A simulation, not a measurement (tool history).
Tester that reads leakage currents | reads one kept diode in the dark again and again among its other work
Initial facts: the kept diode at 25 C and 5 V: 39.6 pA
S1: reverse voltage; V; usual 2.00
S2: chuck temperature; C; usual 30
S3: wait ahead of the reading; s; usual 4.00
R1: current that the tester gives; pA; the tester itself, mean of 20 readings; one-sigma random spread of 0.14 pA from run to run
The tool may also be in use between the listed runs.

{"run": 1, "hour": 0.0, "S1": 2.0, "S2": 30, "S3": 4.0, "R1": 45.79}
{"run": 2, "hour": 18.3, "S1": 2.0, "S2": 30, "S3": 4.0, "R1": 46.0}
{"run": 3, "hour": 51.4, "S1": 2.0, "S2": 30, "S3": 4.0, "R1": 45.95}
{"run": 4, "hour": 79.1, "S1": 2.0, "S2": 30, "S3": 4.0, "R1": 45.76}
{"run": 5, "hour": 98.5, "S1": 2.0, "S2": 30, "S3": 4.0, "R1": 46.0}
{"run": 6, "hour": 113.3, "S1": 2.0, "S2": 30, "S3": 4.0, "R1": 45.84}
{"run": 7, "hour": 133.6, "S1": 2.0, "S2": 30, "S3": 4.0, "R1": 45.83}
{"run": 8, "hour": 148.1, "S1": 1.06, "S2": 30, "S3": 4.0, "R1": 35.4}
{"run": 9, "hour": 176.8, "S1": 1.06, "S2": 30, "S3": 4.0, "R1": 35.21}
{"run": 10, "hour": 197.5, "S1": 2.0, "S2": 30, "S3": 4.0, "R1": 46.27}
{"run": 11, "hour": 211.6, "S1": 2.0, "S2": 30, "S3": 4.0, "R1": 46.08}
{"hour": 216.7, "done": "probe card cleaned and baked"}
{"run": 12, "hour": 228.0, "S1": 16.45, "S2": 30, "S3": 4.0, "R1": 116.22}
{"run": 13, "hour": 244.1, "S1": 2.0, "S2": 30, "S3": 4.0, "R1": 46.35}
{"run": 14, "hour": 276.0, "S1": 2.0, "S2": 30, "S3": 4.0, "R1": 46.48}
{"run": 15, "hour": 303.9, "S1": 2.0, "S2": 36, "S3": 4.0, "R1": 76.87}
{"run": 16, "hour": 331.2, "S1": 2.0, "S2": 30, "S3": 4.0, "R1": 46.4}
{"run": 17, "hour": 351.3, "S1": 2.0, "S2": 30, "S3": 4.0, "R1": 46.55}
{"run": 18, "hour": 373.8, "S1": 2.0, "S2": 30, "S3": 4.0, "R1": 46.61}
{"run": 19, "hour": 393.5, "S1": 2.0, "S2": 30, "S3": 4.0, "R1": 46.75}
{"hour": 416.2, "done": "probe card cleaned and baked, once more"}
{"run": 20, "hour": 426.7, "S1": 2.0, "S2": 31, "S3": 4.0, "R1": 49.6}
{"run": 21, "hour": 451.2, "S1": 2.11, "S2": 26, "S3": 4.0, "R1": 32.7}
{"run": 22, "hour": 470.8, "S1": 14.1, "S2": 38, "S3": 0.41, "R1": 200.04}
{"run": 23, "hour": 490.8, "S1": 2.0, "S2": 39, "S3": 1.84, "R1": 97.08}
{"run": 24, "hour": 519.5, "S1": 2.0, "S2": 58, "S3": 1.01, "R1": 424.18}
{"run": 25, "hour": 533.7, "S1": 2.0, "S2": 58, "S3": 1.75, "R1": 422.1}
{"run": 26, "hour": 548.6, "S1": 2.0, "S2": 58, "S3": 7.8, "R1": 421.24}
{"run": 27, "hour": 575.3, "S1": 2.0, "S2": 58, "S3": 7.8, "R1": 418.89}
{"run": 28, "hour": 601.5, "S1": 4.0, "S2": 21, "S3": 4.0, "R1": 27.39}
{"run": 29, "hour": 621.2, "S1": 4.58, "S2": 30, "S3": 0.43, "R1": 65.08}
{"run": 30, "hour": 646.9, "S1": 4.58, "S2": 30, "S3": 0.43, "R1": 65.02}
{"run": 31, "hour": 665.9, "S1": 2.0, "S2": 35, "S3": 0.94, "R1": 70.61}
{"run": 32, "hour": 683.2, "S1": 9.12, "S2": 21, "S3": 4.0, "R1": 38.71}
{"run": 33, "hour": 696.6, "S1": 1.26, "S2": 42, "S3": 1.09, "R1": 103.46}
{"run": 34, "hour": 715.7, "S1": 4.69, "S2": 42, "S3": 0.59, "R1": 176.58}
{"run": 35, "hour": 734.4, "S1": 4.69, "S2": 58, "S3": 0.59, "R1": 600.12}
{"run": 36, "hour": 767.0, "S1": 4.69, "S2": 58, "S3": 0.59, "R1": 603.57}
{"run": 37, "hour": 794.4, "S1": 2.0, "S2": 23, "S3": 1.41, "R1": 24.96}
{"run": 38, "hour": 810.9, "S1": 1.04, "S2": 35, "S3": 4.0, "R1": 54.66}
{"run": 39, "hour": 840.4, "S1": 1.04, "S2": 35, "S3": 4.0, "R1": 54.17}

Each row is a separate what-if for the run after 39, all from the same tool condition, not one after another. Results?
{"run": "A", "hour": 870.7, "S1": 1.61, "S2": 48, "S3": 4.0, "R1": "?"}
{"run": "B", "hour": 870.7, "S1": 2.0, "S2": 26, "S3": 6.26, "R1": "?"}
{"run": "C", "hour": 870.7, "S1": 1.04, "S2": 35, "S3": 9.33, "R1": "?"}

run=A R1=183.85
run=B R1=32.61
run=C R1=54.20
Without the tool's hidden state the same runs would have given:
run=A R1=170.85
run=B R1=29.88
run=C R1=50.03

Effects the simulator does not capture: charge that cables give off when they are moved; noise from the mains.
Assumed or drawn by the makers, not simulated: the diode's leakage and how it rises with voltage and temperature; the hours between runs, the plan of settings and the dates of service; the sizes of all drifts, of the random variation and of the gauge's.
